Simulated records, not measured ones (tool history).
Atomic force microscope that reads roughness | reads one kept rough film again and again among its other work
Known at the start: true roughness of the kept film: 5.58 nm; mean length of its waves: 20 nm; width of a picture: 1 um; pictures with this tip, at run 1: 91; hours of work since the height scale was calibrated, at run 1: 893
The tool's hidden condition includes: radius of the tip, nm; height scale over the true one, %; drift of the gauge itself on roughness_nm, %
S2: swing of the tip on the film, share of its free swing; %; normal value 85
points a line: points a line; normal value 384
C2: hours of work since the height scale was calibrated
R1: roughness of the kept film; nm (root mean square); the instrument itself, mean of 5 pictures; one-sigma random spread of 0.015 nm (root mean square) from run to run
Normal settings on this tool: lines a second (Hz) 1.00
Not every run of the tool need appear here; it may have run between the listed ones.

Run 1, hour 0.0: usual settings; pictures with this tip 91; C2 893. Result: R1 2.981 nm (root mean square).
Run 2, hour 25.5: usual settings but S2 68 %; pictures with this tip 132; C2 913. Result: R1 2.970 nm (root mean square).
Run 3, hour 44.8: usual settings but S2 68 %; pictures with this tip 163; C2 928. Result: R1 2.840 nm (root mean square).
Run 4, hour 60.3: usual settings but S2 73 %; pictures with this tip 189; C2 940. Result: R1 2.703 nm (root mean square).
Run 5, hour 86.0: usual settings but lines a second (Hz) 0.76, S2 73 %; pictures with this tip 230; C2 961. Result: R1 2.628 nm (root mean square).
Run 6, hour 100.3: usual settings but lines a second (Hz) 0.76, S2 73 %; pictures with this tip 253; C2 972. Result: R1 2.521 nm (root mean square).
Run 7, hour 116.7: usual settings but lines a second (Hz) 3.08; pictures with this tip 280; C2 985. Result: R1 1.943 nm (root mean square).
Run 8, hour 138.5: usual settings; pictures with this tip 315; C2 1002. Result: R1 2.237 nm (root mean square).
At hour 148.8: new tip fitted.
Run 9, hour 167.0: usual settings; pictures with this tip 29; C2 1024. Result: R1 3.443 nm (root mean square).
Run 10, hour 188.5: usual settings; pictures with this tip 64; C2 1041. Result: R1 3.230 nm (root mean square).
Run 11, hour 202.9: usual settings; pictures with this tip 87; C2 1052. Result: R1 3.093 nm (root mean square).
At hour 205.2: height scale calibrated on a step standard.
Run 12, hour 227.3: usual settings; pictures with this tip 125; C2 17. Result: R1 2.930 nm (root mean square).
Run 13, hour 253.6: usual settings; pictures with this tip 167; C2 38. Result: R1 2.776 nm (root mean square).
Run 14, hour 270.1: usual settings; pictures with this tip 194; C2 51. Result: R1 2.660 nm (root mean square).
Run 15, hour 289.5: usual settings; pictures with this tip 226; C2 66. Result: R1 2.549 nm (root mean square).
Run 16, hour 314.9: usual settings but S2 78 %; pictures with this tip 267; C2 86. Result: R1 2.500 nm (root mean square).
At hour 318.4: height scale calibrated on a step standard, once more.
Run 17, hour 338.4: usual settings but S2 78 %; pictures with this tip 303; C2 16. Result: R1 2.342 nm (root mean square).
At hour 355.6: new tip fitted.
Run 18, hour 362.1: usual settings but points a line 352; pictures with this tip 10; C2 34. Result: R1 3.482 nm (root mean square).
Run 19, hour 385.0: usual settings but S2 62 %; pictures with this tip 48; C2 52. Result: R1 3.493 nm (root mean square).
Run 20, hour 413.7: usual settings but lines a second (Hz) 1.64, S2 62 %; pictures with this tip 94; C2 74. Result: R1 3.160 nm (root mean square).
Run 21, hour 435.9: usual settings but lines a second (Hz) 2.25, S2 73 %, points a line 972; pictures with this tip 130; C2 92. Result: R1 2.798 nm (root mean square).
Run 22, hour 457.1: usual settings but lines a second (Hz) 2.25, S2 73 %, points a line 972; pictures with this tip 164; C2 109. Result: R1 2.659 nm (root mean square).
Run 23, hour 477.2: usual settings but lines a second (Hz) 1.12, S2 86 %, points a line 764; pictures with this tip 197; C2 124. Result: R1 2.576 nm (root mean square).
Run 24, hour 493.5: usual settings but lines a second (Hz) 1.56, points a line 773; pictures with this tip 223; C2 137. Result: R1 2.388 nm (root mean square).
Run 25, hour 521.9: usual settings but lines a second (Hz) 0.87, S2 77 %; pictures with this tip 269; C2 160. Result: R1 2.438 nm (root mean square).
Run 26, hour 536.0: usual settings but lines a second (Hz) 3.26, S2 70 %, points a line 740; pictures with this tip 292; C2 171. Result: R1 2.197 nm (root mean square).
At hour 561.3: new tip fitted.
Run 27, hour 564.9: usual settings but lines a second (Hz) 3.26, S2 69 %, points a line 508; pictures with this tip 6; C2 193. Result: R1 3.387 nm (root mean square).
Run 28, hour 590.0: usual settings but lines a second (Hz) 3.26, S2 69 %, points a line 508; pictures with this tip 46; C2 213. Result: R1 3.139 nm (root mean square).
Run 29, hour 606.8: usual settings but lines a second (Hz) 2.75, S2 76 %, points a line 1002; pictures with this tip 73; C2 226. Result: R1 2.926 nm (root mean square).
Run 30, hour 630.1: usual settings but lines a second (Hz) 1.66, S2 59 %, points a line 336; pictures with this tip 111; C2 244. Result: R1 3.089 nm (root mean square).
Run 31, hour 649.7: usual settings but lines a second (Hz) 0.61, S2 68 %, points a line 810; pictures with this tip 143; C2 260. Result: R1 3.067 nm (root mean square).
Run 32, hour 675.6: usual settings but lines a second (Hz) 2.69, points a line 912; pictures with this tip 185; C2 280. Result: R1 2.292 nm (root mean square).
Run 33, hour 690.5: usual settings but lines a second (Hz) 2.56, points a line 773; pictures with this tip 209; C2 292. Result: R1 2.227 nm (root mean square).
Run 34, hour 704.0: usual settings but lines a second (Hz) 2.56, points a line 773; pictures with this tip 231; C2 302. Result: R1 2.188 nm (root mean square).
Run 35, hour 717.3: usual settings but lines a second (Hz) 1.71, S2 75 %, points a line 301; pictures with this tip 252; C2 313. Result: R1 2.373 nm (root mean square).
Run 36, hour 735.2: usual settings but lines a second (Hz) 1.71, S2 78 %, points a line 896; pictures with this tip 281; C2 327. Result: R1 2.291 nm (root mean square).
Run 37, hour 763.5: usual settings but lines a second (Hz) 0.50, S2 68 %, points a line 798; pictures with this tip 327; C2 349. Result: R1 2.390 nm (root mean square).
At hour 766.1: new tip fitted.
Run 38, hour 784.2: usual settings but lines a second (Hz) 0.50, S2 68 %, points a line 798; pictures with this tip 29; C2 365. Result: R1 3.743 nm (root mean square).
Run 39, hour 805.9: usual settings but lines a second (Hz) 0.50, S2 68 %, points a line 798; pictures with this tip 64; C2 382. Result: R1 3.525 nm (root mean square).

For each entry between runs, how does the tool's hidden state at the last listed run before it compare with that at the first listed run after it?
Logged between run 8 and run 9: new tip fitted (hour 148.8)
  radius of the tip, nm: 22.6 -> 8.4; height scale over the true one, %: 1.39 -> 1.41
  the result without the hidden state subtracted from the measured one, R1: -1.336 -> -0.144 nm (root mean square)
Logged between run 11 and run 12: height scale calibrated on a step standard (hour 205.2)
  radius of the tip, nm: 11.1 -> 13.1; height scale over the true one, %: 1.45 -> 2.38
  the result without the hidden state subtracted from the measured one, R1: -0.457 -> -0.624 nm (root mean square)
Logged between run 16 and run 17: height scale calibrated on a step standard, once more (hour 318.4)
  radius of the tip, nm: 19.8 -> 21.5; height scale over the true one, %: 2.48 -> 0.17
  the result without the hidden state subtracted from the measured one, R1: -1.180 -> -1.345 nm (root mean square)
Logged between run 17 and run 18: new tip fitted (hour 355.6)
  radius of the tip, nm: 21.5 -> 7.7; height scale over the true one, %: 0.17 -> 0.19
  the result without the hidden state subtracted from the measured one, R1: -1.345 -> -0.083 nm (root mean square)
Logged between run 26 and run 27: new tip fitted (hour 561.3)
  radius of the tip, nm: 21.3 -> 7.5; height scale over the true one, %: 0.38 -> 0.41
  the result without the hidden state subtracted from the measured one, R1: -1.240 -> -0.059 nm (root mean square)
Logged between run 37 and run 38: new tip fitted (hour 766.1)
  radius of the tip, nm: 23.3 -> 8.3; height scale over the true one, %: 0.61 -> 0.63
  the result without the hidden state subtracted from the measured one, R1: -1.526 -> -0.168 nm (root mean square)

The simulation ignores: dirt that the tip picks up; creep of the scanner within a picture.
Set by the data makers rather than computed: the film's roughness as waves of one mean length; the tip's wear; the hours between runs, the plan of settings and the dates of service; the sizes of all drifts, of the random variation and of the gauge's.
